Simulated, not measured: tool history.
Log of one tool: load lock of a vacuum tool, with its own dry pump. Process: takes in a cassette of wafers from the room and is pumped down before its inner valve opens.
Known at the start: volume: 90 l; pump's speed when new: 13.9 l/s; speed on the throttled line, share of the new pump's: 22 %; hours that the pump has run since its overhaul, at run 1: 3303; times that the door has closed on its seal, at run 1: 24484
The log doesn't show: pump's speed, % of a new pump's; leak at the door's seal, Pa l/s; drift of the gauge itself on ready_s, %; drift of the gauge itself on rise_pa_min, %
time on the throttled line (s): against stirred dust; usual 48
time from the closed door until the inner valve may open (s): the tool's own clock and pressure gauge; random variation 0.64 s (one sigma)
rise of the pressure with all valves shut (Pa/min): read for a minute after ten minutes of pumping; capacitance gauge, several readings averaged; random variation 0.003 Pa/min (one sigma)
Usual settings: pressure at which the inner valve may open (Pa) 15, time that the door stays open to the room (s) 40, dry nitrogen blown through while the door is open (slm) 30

run	hour	time on the throttled line (s)	pressure at which the inner valve may open (Pa)	time that the door stays open to the room (s)	dry nitrogen blown through while the door is open (slm)	hours that the pump has run since its overhaul	times that the door has closed on its seal	incoming humidity of the room's air, %	time from the closed door until the inner valve may open (s)	rise of the pressure with all valves shut (Pa/min)
1	0	48	15	40	30	3303	24484	44.3	97.5	0.446
2	178	48	15	40	30	3481	24881	49	97.8	0.456
3	445.8	48	15	40	30	3749	25479	43.8	98	0.467
4	709.2	48	15	40	30	4012	26067	44	98.5	0.486
5	974.8	48	23	40	30	4278	26660	44.1	95.4	0.511
6	1246.8	48	15	40	41	4550	27267	43.4	98.7	0.529
7	1379.7	63	15	40	30	4683	27564	48.3	110.5	0.551
8	1523.2	57	15	40	10	4826	27884	45.2	106.8	0.55
9	1801.7	57	15	40	19	5105	28506	42.1	106.6	0.564
10	2003.2	57	15	40	28	5306	28955	46.6	105.5	0.582
11	2169.8	57	15	40	28	5473	29327	41.6	106.2	0.599
12	2315	39	15	40	28	5618	29652	43.5	92.4	0.618
13	2542.3	48	19	40	12	5845	30159	45	97.6	0.638
14	2792.2	48	19	40	12	6095	30717	45.1	98.8	0.645

Forecast each of these 3 alternatives for the next run:
# hour 2942.7: door's seal changed, seat wiped
A	2947.6	48	15	38	30	6249	11	48.8	?	?
# hour 2942.7: door's seal changed, seat wiped
B	2947.6	48	10	40	30	6249	11	40.1	?	?
# hour 2942.7: door's seal changed, seat wiped
C	2947.6	74	15	125	16	6249	11	45.1	?	?

run	time from the closed door until the inner valve may open (s)	rise of the pressure with all valves shut (Pa/min)
A	100.4	0.009
B	102.7	0.011
C	119.6	0.027
Without the tool's hidden state the same runs would have given:
run	time from the closed door until the inner valve may open (s)	rise of the pressure with all valves shut (Pa/min)
A	95.6	0.008
B	97.5	0.01
C	115.3	0.027
